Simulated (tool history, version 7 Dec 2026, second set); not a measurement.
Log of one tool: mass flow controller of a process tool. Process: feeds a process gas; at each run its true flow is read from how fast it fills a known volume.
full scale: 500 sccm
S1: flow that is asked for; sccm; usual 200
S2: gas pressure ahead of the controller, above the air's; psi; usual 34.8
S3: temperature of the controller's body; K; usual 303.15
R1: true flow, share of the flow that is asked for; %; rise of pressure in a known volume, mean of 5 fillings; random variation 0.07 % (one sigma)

| run | hour | S1 | S2 | S3 | R1 |
|---|---|---|---|---|---|
| 1 | 0.0 | 200 | 34.8 | 303.15 | 98.96 |
| 2 | 206.2 | 200 | 34.8 | 303.15 | 99.00 |
| 3 | 379.6 | 200 | 34.8 | 303.15 | 99.04 |
| 4 | 602.4 | 375 | 34.8 | 303.15 | 99.53 |
| 5 | 781.4 | 200 | 34.8 | 303.15 | 99.07 |
| 6 | 950.6 | 200 | 34.8 | 303.15 | 99.09 |
| 7 | 1098.0 | 200 | 34.8 | 298.15 | 98.76 |
| 8 | 1283.0 | 200 | 34.8 | 298.15 | 98.69 |
| 9 | 1412.2 | 200 | 34.8 | 303.15 | 98.97 |
| 10 | 1586.4 | 200 | 20.6 | 303.15 | 99.50 |
| 11 | 1777.9 | 200 | 20.6 | 303.15 | 99.61 |
| 12 | 2057.0 | 200 | 20.6 | 297.15 | 99.53 |
| 13 | 2180.1 | 200 | 34.8 | 303.15 | 98.86 |
| 14 | 2358.1 | 200 | 34.8 | 303.15 | 99.05 |
| 15 | 2535.3 | 129 | 22.0 | 301.15 | 99.26 |
| 16 | 2812.2 | 129 | 35.4 | 299.15 | 98.43 |
| 17 | 2991.4 | 129 | 35.7 | 302.15 | 98.71 |
| 18 | 3239.7 | 129 | 35.7 | 302.15 | 98.62 |
| 19 | 3427.6 | 98 | 32.9 | 299.15 | 98.41 |
| 20 | 3671.5 | 98 | 32.9 | 299.15 | 98.50 |
| 21 | 3910.6 | 290 | 34.8 | 301.15 | 99.21 |
| 22 | 4120.0 | 290 | 34.8 | 294.15 | 98.74 |
| 23 | 4364.5 | 263 | 21.9 | 297.15 | 99.48 |
| 24 | 4495.5 | 77 | 37.4 | 301.15 | 98.37 |
| 25 | 4712.3 | 189 | 21.9 | 300.15 | 99.50 |
| 26 | 4868.7 | 189 | 21.9 | 300.15 | 99.40 |
| 27 | 5077.9 | 197 | 21.9 | 306.15 | 99.83 |
| 28 | 5321.4 | 197 | 21.9 | 299.15 | 99.38 |

5 ways to go on from here, each from the tool as it stands after run 28. What would each give?
| A | 5558.8 | 94 | 36.8 | 296.15 | ? |
| B | 5558.8 | 200 | 20.7 | 310.15 | ? |
| C | 5558.8 | 439 | 27.0 | 299.15 | ? |
| D | 5558.8 | 126 | 29.7 | 311.15 | ? |
| E | 5558.8 | 200 | 32.1 | 303.15 | ? |

| run | R1 |
|---|---|
| A | 98.06 |
| B | 100.11 |
| C | 99.94 |
| D | 99.32 |
| E | 99.00 |
Without the tool's hidden state the same runs would have given:
| run | R1 |
|---|---|
| A | 98.03 |
| B | 100.10 |
| C | 99.94 |
| D | 99.31 |
| E | 98.99 |
